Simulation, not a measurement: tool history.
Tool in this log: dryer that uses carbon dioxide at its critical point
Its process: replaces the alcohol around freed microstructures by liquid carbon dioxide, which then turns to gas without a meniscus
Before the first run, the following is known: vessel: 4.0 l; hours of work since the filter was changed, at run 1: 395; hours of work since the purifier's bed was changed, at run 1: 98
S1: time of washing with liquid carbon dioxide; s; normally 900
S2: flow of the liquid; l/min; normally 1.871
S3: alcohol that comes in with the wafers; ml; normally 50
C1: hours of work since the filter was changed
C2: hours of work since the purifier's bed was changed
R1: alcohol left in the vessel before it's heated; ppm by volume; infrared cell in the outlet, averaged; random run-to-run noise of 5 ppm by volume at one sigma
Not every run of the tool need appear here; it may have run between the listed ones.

Run 1, day 0.000: usual settings; C1 395; C2 98. Result: R1 53 ppm by volume.
Run 2, day 0.700: usual settings; C1 400; C2 104. Result: R1 64 ppm by volume.
Run 3, day 1.288: usual settings but S2 1.640 l/min; C1 405; C2 108. Result: R1 104 ppm by volume.
Run 4, day 2.233: usual settings but S2 1.640 l/min; C1 412; C2 115. Result: R1 111 ppm by volume.
Run 5, day 2.742: usual settings but S2 1.640 l/min; C1 416; C2 119. Result: R1 111 ppm by volume.
Run 6, day 3.796: usual settings but S2 1.640 l/min; C1 424; C2 127. Result: R1 103 ppm by volume.
Run 7, day 4.900: usual settings but S3 35 ml; C1 432; C2 135. Result: R1 53 ppm by volume.
Run 8, day 5.546: usual settings but S3 35 ml; C1 437; C2 140. Result: R1 62 ppm by volume.
Run 9, day 6.088: usual settings but S3 35 ml; C1 441; C2 144. Result: R1 71 ppm by volume.
Run 10, day 6.796: usual settings but S3 35 ml; C1 446; C2 150. Result: R1 62 ppm by volume.
Run 11, day 7.750: usual settings but S3 63 ml; C1 454; C2 157. Result: R1 89 ppm by volume.
Run 12, day 8.908: usual settings but S3 63 ml; C1 462; C2 166. Result: R1 85 ppm by volume.
Run 13, day 9.525: usual settings but S3 63 ml; C1 467; C2 170. Result: R1 96 ppm by volume.
At day 9.762: inlet filter changed.
Run 14, day 10.742: usual settings but S3 63 ml; C1 7; C2 179. Result: R1 70 ppm by volume.
Run 15, day 11.467: usual settings but S3 63 ml; C1 13; C2 185. Result: R1 68 ppm by volume.
Run 16, day 12.279: usual settings but S3 63 ml; C1 19; C2 191. Result: R1 72 ppm by volume.
Run 17, day 13.262: usual settings but S3 63 ml; C1 27; C2 199. Result: R1 74 ppm by volume.
Run 18, day 14.204: usual settings but S3 63 ml; C1 34; C2 206. Result: R1 77 ppm by volume.
Run 19, day 14.871: usual settings but S1 720 s, S2 1.610 l/min, S3 41 ml; C1 39; C2 211. Result: R1 180 ppm by volume.
Run 20, day 15.533: usual settings but S1 600 s, S2 2.730 l/min, S3 22 ml; C1 44; C2 216. Result: R1 63 ppm by volume.
Run 21, day 16.521: usual settings but S1 600 s, S2 2.730 l/min, S3 22 ml; C1 51; C2 223. Result: R1 53 ppm by volume.
Run 22, day 17.625: usual settings but S1 600 s, S2 2.730 l/min, S3 22 ml; C1 60; C2 232. Result: R1 57 ppm by volume.
Run 23, day 18.492: usual settings but S1 780 s, S2 3.050 l/min, S3 87 ml; C1 66; C2 238. Result: R1 56 ppm by volume.
Run 24, day 19.179: usual settings but S1 780 s, S2 2.850 l/min, S3 48 ml; C1 71; C2 243. Result: R1 49 ppm by volume.
Run 25, day 20.150: usual settings but S1 720 s, S2 2.610 l/min, S3 42 ml; C1 79; C2 251. Result: R1 62 ppm by volume.
Run 26, day 21.229: usual settings but S1 960 s, S2 1.890 l/min, S3 113 ml; C1 87; C2 259. Result: R1 86 ppm by volume.
Run 27, day 22.050: usual settings but S1 960 s, S2 1.890 l/min, S3 113 ml; C1 93; C2 265. Result: R1 88 ppm by volume.
Run 28, day 22.625: usual settings but S1 960 s, S2 1.890 l/min, S3 113 ml; C1 98; C2 270. Result: R1 88 ppm by volume.
Run 29, day 23.288: usual settings but S1 600 s, S2 1.580 l/min, S3 96 ml; C1 103; C2 275. Result: R1 809 ppm by volume.
Run 30, day 23.979: usual settings but S3 23 ml; C1 108; C2 280. Result: R1 68 ppm by volume.

Predict each of these 4 candidate next runs independently; none follows another, all start after run 30:
Run A, day 24.583: usual settings but S1 600 s; C1 112; C2 284. Result: R1 ?.
Run B, day 24.583: usual settings but S2 3.040 l/min, S3 23 ml; C1 112; C2 284. Result: R1 ?.
Run C, day 24.583: usual settings but S1 1200 s, S2 2.650 l/min, S3 39 ml; C1 112; C2 284. Result: R1 ?.
Run D, day 24.583: usual settings but S1 540 s, S2 2.010 l/min, S3 46 ml; C1 112; C2 284. Result: R1 ?.

run   R1
  A  276
  B   54
  C   55
  D  273
With no hidden state in the tool, these same runs would have given:
run   R1
  A  195
  B    0
  C    1
  D  192
